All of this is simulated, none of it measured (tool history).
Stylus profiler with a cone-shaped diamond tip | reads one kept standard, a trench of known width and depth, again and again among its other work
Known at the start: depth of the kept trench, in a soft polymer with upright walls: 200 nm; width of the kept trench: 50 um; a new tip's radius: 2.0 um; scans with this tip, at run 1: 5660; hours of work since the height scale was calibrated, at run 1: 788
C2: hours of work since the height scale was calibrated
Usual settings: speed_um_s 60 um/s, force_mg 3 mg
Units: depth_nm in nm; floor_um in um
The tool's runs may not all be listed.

Run 1, hour 0: usual settings; scans with this tip 5660; C2 788. Result: depth_nm 202.76 nm, floor_um 47.2 um.
Run 2, hour 53.5: usual settings but force_mg 1.3 mg; scans with this tip 5953; C2 828. Result: depth_nm 202.01 nm, floor_um 46.96 um.
Run 3, hour 137.1: usual settings but force_mg 1.3 mg; scans with this tip 6411; C2 892. Result: depth_nm 202.06 nm, floor_um 46.92 um.
Run 4, hour 215.4: usual settings but force_mg 3.39 mg; scans with this tip 6839; C2 952. Result: depth_nm 203.3 nm, floor_um 47.07 um.
Run 5, hour 280.5: usual settings but force_mg 3.39 mg; scans with this tip 7196; C2 1001. Result: depth_nm 203.33 nm, floor_um 47.04 um.
Run 6, hour 359.2: usual settings but force_mg 3.79 mg; scans with this tip 7627; C2 1061. Result: depth_nm 203.44 nm, floor_um 46.96 um.
Run 7, hour 431.8: usual settings but force_mg 3.79 mg; scans with this tip 8025; C2 1117. Result: depth_nm 203.54 nm, floor_um 46.97 um.
Run 8, hour 498.1: usual settings but force_mg 3.79 mg; scans with this tip 8388; C2 1167. Result: depth_nm 203.5 nm, floor_um 46.93 um.
Run 9, hour 580.7: usual settings; scans with this tip 8841; C2 1230. Result: depth_nm 203.28 nm, floor_um 46.83 um.
At hour 598.7: new tip fitted, height scale calibrated.
Run 10, hour 660.2: usual settings but force_mg 8.01 mg; scans with this tip 337; C2 47. Result: depth_nm 203.89 nm, floor_um 48 um.
Run 11, hour 744.4: usual settings but force_mg 8.01 mg; scans with this tip 798; C2 111. Result: depth_nm 204.17 nm, floor_um 47.93 um.
Run 12, hour 788.3: usual settings but force_mg 8.01 mg; scans with this tip 1039; C2 145. Result: depth_nm 204.05 nm, floor_um 47.84 um.
Run 13, hour 847.3: usual settings; scans with this tip 1362; C2 189. Result: depth_nm 202.48 nm, floor_um 47.72 um.
Run 14, hour 931.4: usual settings; scans with this tip 1823; C2 254. Result: depth_nm 202.41 nm, floor_um 47.65 um.
Run 15, hour 969.3: usual settings; scans with this tip 2030; C2 282. Result: depth_nm 202.46 nm, floor_um 47.59 um.
Run 16, hour 1053.2: usual settings; scans with this tip 2489; C2 346. Result: depth_nm 202.35 nm, floor_um 47.59 um.
Run 17, hour 1114.2: usual settings; scans with this tip 2824; C2 393. Result: depth_nm 202.4 nm, floor_um 47.49 um.
Run 18, hour 1152.4: usual settings but force_mg 4.59 mg; scans with this tip 3033; C2 422. Result: depth_nm 203.09 nm, floor_um 47.53 um.
Run 19, hour 1213.2: usual settings but force_mg 4.59 mg; scans with this tip 3366; C2 468. Result: depth_nm 203.1 nm, floor_um 47.49 um.
Run 20, hour 1253.1: usual settings but force_mg 4.59 mg; scans with this tip 3584; C2 499. Result: depth_nm 203.29 nm, floor_um 47.45 um.
Run 21, hour 1332.4: usual settings but speed_um_s 31 um/s; scans with this tip 4019; C2 559. Result: depth_nm 202.71 nm, floor_um 47.48 um.
Run 22, hour 1371.4: usual settings but speed_um_s 31 um/s; scans with this tip 4232; C2 589. Result: depth_nm 202.46 nm, floor_um 47.42 um.
Run 23, hour 1451.6: usual settings but speed_um_s 31 um/s; scans with this tip 4672; C2 650. Result: depth_nm 202.43 nm, floor_um 47.44 um.
Run 24, hour 1537.9: usual settings but force_mg 2.53 mg; scans with this tip 5145; C2 716. Result: depth_nm 202.37 nm, floor_um 47.15 um.
Run 25, hour 1593.3: usual settings but speed_um_s 100 um/s, force_mg 2.07 mg; scans with this tip 5448; C2 758. Result: depth_nm 202.24 nm, floor_um 46.82 um.
Run 26, hour 1661.8: usual settings but speed_um_s 35 um/s, force_mg 6.18 mg; scans with this tip 5823; C2 810. Result: depth_nm 203.95 nm, floor_um 47.34 um.
Run 27, hour 1739.5: usual settings but speed_um_s 67 um/s, force_mg 1.54 mg; scans with this tip 6249; C2 869. Result: depth_nm 202.14 nm, floor_um 46.85 um.
Run 28, hour 1805.2: usual settings but speed_um_s 177 um/s, force_mg 4.16 mg; scans with this tip 6609; C2 920. Result: depth_nm 203.48 nm, floor_um 46.58 um.
Run 29, hour 1855.9: usual settings but speed_um_s 19 um/s, force_mg 8.75 mg; scans with this tip 6886; C2 958. Result: depth_nm 204.77 nm, floor_um 47.23 um.
Run 30, hour 1897.7: usual settings but force_mg 4.11 mg; scans with this tip 7115; C2 990. Result: depth_nm 203.29 nm, floor_um 46.97 um.
Run 31, hour 1976.5: usual settings but speed_um_s 31 um/s, force_mg 3.86 mg; scans with this tip 7547; C2 1050. Result: depth_nm 203.39 nm, floor_um 47.1 um.
Run 32, hour 2040: usual settings but speed_um_s 31 um/s, force_mg 3.86 mg; scans with this tip 7895; C2 1098. Result: depth_nm 203.41 nm, floor_um 47.11 um.
Run 33, hour 2075.5: usual settings but speed_um_s 114 um/s, force_mg 1.58 mg; scans with this tip 8089; C2 1126. Result: depth_nm 202.44 nm, floor_um 46.35 um.
Run 34, hour 2139.3: usual settings but speed_um_s 126 um/s, force_mg 3.82 mg; scans with this tip 8439; C2 1174. Result: depth_nm 203.49 nm, floor_um 46.58 um.
Run 35, hour 2182.2: usual settings but speed_um_s 126 um/s, force_mg 3.82 mg; scans with this tip 8673; C2 1207. Result: depth_nm 203.48 nm, floor_um 46.48 um.
At hour 2235.2: new tip fitted, height scale calibrated.
Run 36, hour 2265.1: usual settings but speed_um_s 126 um/s, force_mg 3.82 mg; scans with this tip 164; C2 23. Result: depth_nm 202.25 nm, floor_um 47.63 um.
Run 37, hour 2350.2: usual settings but force_mg 5.94 mg; scans with this tip 630; C2 88. Result: depth_nm 203.25 nm, floor_um 47.91 um.
Run 38, hour 2403: usual settings but speed_um_s 52 um/s, force_mg 1.63 mg; scans with this tip 919; C2 128. Result: depth_nm 201.55 nm, floor_um 47.71 um.
Run 39, hour 2450.1: usual settings but speed_um_s 52 um/s, force_mg 1.63 mg; scans with this tip 1177; C2 164. Result: depth_nm 201.5 nm, floor_um 47.64 um.
Run 40, hour 2495.6: usual settings but force_mg 8.09 mg; scans with this tip 1426; C2 198. Result: depth_nm 204.14 nm, floor_um 47.81 um.
Run 41, hour 2553.9: usual settings but force_mg 1.85 mg; scans with this tip 1746; C2 243. Result: depth_nm 201.81 nm, floor_um 47.48 um.
Run 42, hour 2604.8: usual settings but speed_um_s 203 um/s, force_mg 5 mg; scans with this tip 2024; C2 282. Result: depth_nm 203.09 nm, floor_um 47.12 um.
Run 43, hour 2659.5: usual settings but speed_um_s 154 um/s, force_mg 5.23 mg; scans with this tip 2324; C2 323. Result: depth_nm 203.11 nm, floor_um 47.26 um.
Run 44, hour 2729: usual settings but speed_um_s 105 um/s, force_mg 5.71 mg; scans with this tip 2705; C2 376. Result: depth_nm 203.34 nm, floor_um 47.43 um.
Run 45, hour 2786.1: usual settings but speed_um_s 43 um/s, force_mg 5.4 mg; scans with this tip 3018; C2 420. Result: depth_nm 203.36 nm, floor_um 47.58 um.

Hidden state or all else? Some run-to-run changes of depth_nm, split into what the settings, what came in and random variation would give without the hidden state, and what is left for the hidden state (with any gauge scatter that isn't in both results):
The hidden state here: radius of the tip, um; height scale over the true one, %; drift of the gauge itself on depth_nm, %; drift of the gauge itself on floor_um, %.
Run 2 -> 3: no setting changed, nothing entered. depth_nm +0.05 nm: hidden state +0.06, all else -0.01.
Run 9 -> 10: force_mg 3 -> 8.01, new tip fitted, height scale calibrated. depth_nm +0.61 nm: hidden state -1.17, all else +1.78.
Run 26 -> 27: speed_um_s 35 -> 67, force_mg 6.18 -> 1.54. depth_nm -1.81 nm: hidden state +0.04, all else -1.85.
Run 35 -> 36: new tip fitted, height scale calibrated. depth_nm -1.23 nm: hidden state -1.03, all else -0.2.
Run 39 -> 40: speed_um_s 52 -> 60, force_mg 1.63 -> 8.09. depth_nm +2.64 nm: hidden state +0.02, all else +2.62.
Run 40 -> 41: force_mg 8.09 -> 1.85. depth_nm -2.33 nm: hidden state +0.04, all else -2.37.
